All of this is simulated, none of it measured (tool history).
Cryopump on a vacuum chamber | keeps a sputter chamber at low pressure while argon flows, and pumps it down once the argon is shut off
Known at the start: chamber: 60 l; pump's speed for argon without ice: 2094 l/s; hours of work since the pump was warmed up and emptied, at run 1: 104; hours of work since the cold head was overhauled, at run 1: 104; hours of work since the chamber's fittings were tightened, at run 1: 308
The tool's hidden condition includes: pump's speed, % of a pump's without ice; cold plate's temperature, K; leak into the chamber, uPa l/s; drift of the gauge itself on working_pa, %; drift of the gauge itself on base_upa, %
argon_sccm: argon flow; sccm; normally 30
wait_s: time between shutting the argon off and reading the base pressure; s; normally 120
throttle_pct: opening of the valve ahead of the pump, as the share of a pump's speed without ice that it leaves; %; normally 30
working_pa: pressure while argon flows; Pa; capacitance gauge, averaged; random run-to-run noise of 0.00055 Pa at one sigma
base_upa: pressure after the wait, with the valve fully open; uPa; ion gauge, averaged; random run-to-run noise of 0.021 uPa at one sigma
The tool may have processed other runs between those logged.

run	day	argon_sccm	wait_s	throttle_pct	hours of work since the pump was warmed up and emptied	hours of work since the cold head was overhauled	hours of work since the chamber's fittings were tightened	working_pa	base_upa
1	0.000	30	120	30	104	104	308	0.0812	0.62
2	1.075	30	120	30	125	125	329	0.0809	0.59
3	2.842	30	120	30	159	159	363	0.0810	0.63
4	5.138	30	120	30	204	204	408	0.0814	0.59
5	7.021	30	120	30	240	240	444	0.0814	0.62
6	8.729	30	210	30	274	274	478	0.0815	0.49
7	9.921	30	210	30	297	297	501	0.0818	0.53
8	11.288	30	210	30	323	323	527	0.0817	0.54
9	12.412	30	210	30	345	345	549	0.0810	0.53
10	14.829	30	210	30	392	392	596	0.0819	0.58
11	16.796	30	210	30	431	431	635	0.0823	0.61
12	18.838	30	210	30	470	470	674	0.0828	0.63
13	20.496	29	64	30	503	503	707	0.0804	1.02
14	22.871	30	21	30	549	549	753	0.0828	2.25
15	24.617	15	120	58	583	583	787	0.0221	0.80
16	26.842	30	79	30	626	626	830	0.0837	0.98
17	29.308	45	41	56	674	674	878	0.0696	1.48
18	31.167	44	80	56	710	710	914	0.0675	1.02
19	32.579	25	46	27	738	738	942	0.0780	1.42
20	33.925	25	46	54	764	764	968	0.0395	1.40
21	35.492	30	120	23	795	795	999	0.1082	0.96
22	37.908	17	120	17	842	842	1046	0.0835	0.95
23	39.217	39	134	30	867	867	1071	0.1104	0.92
24	41.754	30	44	30	916	916	1120	0.0852	1.48

Branching from run 24: 5 alternative next runs. What would each branch give?
A	42.917	52	91	30	939	939	1143	?	?
B	42.917	18	86	40	939	939	1143	?	?
C	42.917	30	49	30	939	939	1143	?	?
D	42.917	30	120	24	939	939	1143	?	?
E	42.917	30	38	30	939	939	1143	?	?

run	working_pa	base_upa
A	0.1484	1.07
B	0.0393	1.14
C	0.0856	1.42
D	0.1064	1.02
E	0.0862	1.68
The same runs, with their run-to-run variation unchanged, on a tool lacking any hidden condition would have given:
run	working_pa	base_upa
A	0.1405	0.54
B	0.0365	0.59
C	0.0811	0.89
D	0.1018	0.48
E	0.0816	1.14

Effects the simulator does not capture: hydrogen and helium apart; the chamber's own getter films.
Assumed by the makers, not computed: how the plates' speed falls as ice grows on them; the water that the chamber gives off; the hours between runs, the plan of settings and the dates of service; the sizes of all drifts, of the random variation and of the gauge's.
